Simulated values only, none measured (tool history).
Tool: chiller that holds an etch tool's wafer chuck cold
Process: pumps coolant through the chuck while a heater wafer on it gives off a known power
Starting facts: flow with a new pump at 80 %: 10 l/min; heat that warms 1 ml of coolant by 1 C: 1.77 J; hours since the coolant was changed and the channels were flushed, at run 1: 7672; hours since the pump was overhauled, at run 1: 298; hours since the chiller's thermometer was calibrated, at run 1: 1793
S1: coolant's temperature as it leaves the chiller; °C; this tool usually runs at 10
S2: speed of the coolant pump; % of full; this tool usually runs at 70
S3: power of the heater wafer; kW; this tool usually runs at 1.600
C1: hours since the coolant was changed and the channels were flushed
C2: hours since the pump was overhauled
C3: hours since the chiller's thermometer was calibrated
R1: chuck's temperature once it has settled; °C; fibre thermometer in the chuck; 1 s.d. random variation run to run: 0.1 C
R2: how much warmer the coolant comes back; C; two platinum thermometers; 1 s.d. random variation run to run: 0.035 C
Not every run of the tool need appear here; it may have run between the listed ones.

| run | hour | S1 | S2 | S3 | C1 | C2 | C3 | R1 | R2 |
|---|---|---|---|---|---|---|---|---|---|
| 1 | 0.0 | 10 | 70 | 1.600 | 7672 | 298 | 1793 | 29.3 | 6.25 |
| 2 | 105.4 | 8 | 70 | 1.600 | 7778 | 403 | 1898 | 27.3 | 6.28 |
| 3 | 207.5 | 8 | 70 | 1.600 | 7880 | 505 | 2000 | 27.4 | 6.34 |
| 4 | 298.8 | 8 | 70 | 1.600 | 7971 | 596 | 2091 | 27.5 | 6.28 |
| 5 | 369.1 | 8 | 70 | 1.829 | 8041 | 667 | 2162 | 30.3 | 7.15 |
| 6 | 442.0 | 10 | 70 | 1.600 | 8114 | 739 | 2235 | 29.5 | 6.27 |
| 7 | 591.3 | 10 | 70 | 1.600 | 8264 | 889 | 2384 | 29.5 | 6.27 |
| 8 | 662.5 | 10 | 70 | 1.600 | 8335 | 960 | 2455 | 29.7 | 6.37 |
|  | 762.7 | chiller's thermometer calibrated |
| 9 | 780.6 | 10 | 100 | 1.600 | 8452 | 1077 | 18 | 26.5 | 4.45 |
| 10 | 920.3 | 10 | 78 | 1.600 | 8591 | 1217 | 158 | 28.8 | 5.64 |
| 11 | 1073.0 | 1 | 70 | 1.600 | 8744 | 1370 | 310 | 20.8 | 6.27 |
| 12 | 1219.5 | 1 | 70 | 1.600 | 8891 | 1516 | 457 | 20.9 | 6.37 |
| 13 | 1310.6 | 1 | 70 | 1.600 | 8982 | 1607 | 548 | 21.1 | 6.25 |
| 14 | 1431.5 | 1 | 70 | 1.600 | 9103 | 1728 | 669 | 21.0 | 6.32 |
| 15 | 1520.0 | 10 | 70 | 1.600 | 9191 | 1816 | 757 | 30.2 | 6.35 |
| 16 | 1617.7 | 1 | 70 | 1.600 | 9289 | 1914 | 855 | 21.1 | 6.44 |
| 17 | 1696.1 | 10 | 69 | 2.389 | 9367 | 1993 | 933 | 40.4 | 9.70 |
| 18 | 1757.6 | 10 | 69 | 2.389 | 9429 | 2054 | 995 | 40.5 | 9.72 |
| 19 | 1908.9 | 1 | 63 | 1.600 | 9580 | 2205 | 1146 | 22.5 | 7.02 |
| 20 | 1994.3 | 10 | 65 | 1.600 | 9665 | 2291 | 1232 | 31.1 | 6.86 |
| 21 | 2056.6 | 12 | 60 | 1.600 | 9728 | 2353 | 1294 | 34.0 | 7.47 |
| 22 | 2179.3 | 13 | 90 | 1.120 | 9850 | 2476 | 1417 | 25.6 | 3.52 |
| 23 | 2244.7 | 19 | 90 | 1.918 | 9916 | 2541 | 1482 | 40.6 | 5.97 |
|  | 2343.7 | coolant changed, channels flushed |
| 24 | 2353.2 | 13 | 90 | 1.098 | 10 | 2644 | 1585 | 23.1 | 3.41 |
| 25 | 2444.5 | 13 | 90 | 1.098 | 101 | 2735 | 1676 | 23.3 | 3.40 |
| 26 | 2538.9 | 5 | 75 | 0.933 | 195 | 2829 | 1770 | 14.8 | 3.48 |
| 27 | 2623.4 | 5 | 75 | 0.933 | 280 | 2914 | 1855 | 14.7 | 3.48 |
| 28 | 2753.2 | 5 | 75 | 0.933 | 409 | 3044 | 1985 | 14.7 | 3.52 |
| 29 | 2840.0 | 1 | 72 | 1.585 | 496 | 3131 | 2071 | 18.0 | 6.22 |
| 30 | 2954.2 | 10 | 72 | 1.332 | 611 | 3245 | 2186 | 24.2 | 5.28 |
| 31 | 3105.0 | 19 | 81 | 1.283 | 761 | 3395 | 2336 | 31.9 | 4.45 |

Predict each of these 5 candidate next runs independently; none follows another, all start after run 31:
| A | 3191.2 | 10 | 88 | 1.932 | 848 | 3482 | 2423 | ? | ? |
| B | 3191.2 | 5 | 77 | 2.094 | 848 | 3482 | 2423 | ? | ? |
| C | 3191.2 | 10 | 70 | 1.311 | 848 | 3482 | 2423 | ? | ? |
| D | 3191.2 | 20 | 70 | 0.827 | 848 | 3482 | 2423 | ? | ? |
| E | 3191.2 | 1 | 81 | 0.866 | 848 | 3482 | 2423 | ? | ? |

| run | R1 | R2 |
|---|---|---|
| A | 28.5 | 6.25 |
| B | 26.9 | 7.74 |
| C | 24.5 | 5.32 |
| D | 29.1 | 3.38 |
| E | 9.8 | 3.00 |
Stripped of hidden state, with their random variation kept, the same runs would have yielded:
| run | R1 | R2 |
|---|---|---|
| A | 27.7 | 5.95 |
| B | 26.0 | 7.36 |
| C | 23.9 | 5.06 |
| D | 28.7 | 3.21 |
| E | 9.5 | 2.85 |
